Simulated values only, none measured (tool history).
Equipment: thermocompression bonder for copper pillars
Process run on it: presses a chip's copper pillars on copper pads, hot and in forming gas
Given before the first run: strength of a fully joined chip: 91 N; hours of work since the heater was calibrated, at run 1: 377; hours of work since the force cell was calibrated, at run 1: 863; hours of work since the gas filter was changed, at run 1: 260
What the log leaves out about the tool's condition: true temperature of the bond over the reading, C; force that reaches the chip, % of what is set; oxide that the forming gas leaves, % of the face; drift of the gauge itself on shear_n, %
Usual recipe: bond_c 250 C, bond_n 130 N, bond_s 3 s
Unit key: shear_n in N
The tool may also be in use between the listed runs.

run,hour,bond_c,bond_n,bond_s,hours of work since the heater was calibrated,hours of work since the force cell was calibrated,hours of work since the gas filter was changed,shear_n
1,0.0,250,130,3,377,863,260,42.2
2,27.9,250,130,5,399,885,282,50.1
3,59.7,250,130,5,424,911,307,49.8
# hour 66.2: forming gas filter changed
4,84.9,250,130,5,444,930,15,52.7
5,106.2,250,130,5,461,947,32,53.3
6,130.4,250,130,5,480,967,51,52.8
7,157.0,250,130,5,501,988,72,52.4
8,183.3,250,114,3,522,1009,93,39.5
9,219.3,250,130,3,551,1037,122,43.9
10,264.4,250,130,2,587,1073,158,37.7
11,284.8,250,130,2,603,1090,174,37.8
# hour 290.4: force cell calibrated
12,334.3,250,177,2,641,35,212,49.0
13,380.7,250,134,2,678,72,249,37.9
14,416.6,250,130,3,707,100,278,42.6
# hour 461.8: forming gas filter changed
15,466.2,250,130,3,746,140,4,45.1
16,490.2,250,130,6,765,159,23,56.3
# hour 508.4: force cell calibrated, once more
17,530.5,270,130,3,796,18,54,60.5
18,565.5,250,130,3,824,45,81,46.6
19,610.0,246,130,3,859,81,117,43.9
20,655.7,251,152,5,896,117,153,61.5
21,700.2,251,152,5,931,153,189,61.3
22,729.7,229,150,4,955,176,212,42.2
23,775.5,254,130,8,991,213,249,64.1
24,818.0,243,138,8,1025,247,282,58.6
25,842.9,243,138,8,1045,266,302,58.4
# hour 856.7: forming gas filter changed
26,865.8,233,96,2,1063,284,7,23.2
27,907.3,262,93,8,1096,317,40,58.0
28,946.4,262,93,8,1127,348,71,57.5
29,971.2,262,187,6,1147,368,91,78.8
30,1002.8,278,107,6,1172,393,116,68.4
31,1050.1,278,107,6,1209,431,154,67.8
32,1098.2,279,107,8,1248,469,192,72.1
33,1119.1,234,171,8,1264,486,209,62.4
34,1159.1,234,171,8,1296,518,241,61.8
35,1205.3,250,162,2,1333,555,278,48.5
36,1235.5,250,162,2,1357,579,302,47.9

Branching from run 36: 3 alternative next runs. What would each branch give?
# hour 1249.6: forming gas filter changed
A,1255.7,273,128,2,1373,594,5,?
# hour 1249.6: forming gas filter changed
B,1255.7,261,79,2,1373,594,5,?
# hour 1249.6: forming gas filter changed
C,1255.7,275,162,2,1373,594,5,?

run,shear_n
A,56.6
B,30.9
C,67.6
Without the tool's unlogged condition, the same runs would have read:
run,shear_n
A,52.5
B,27.7
C,63.6
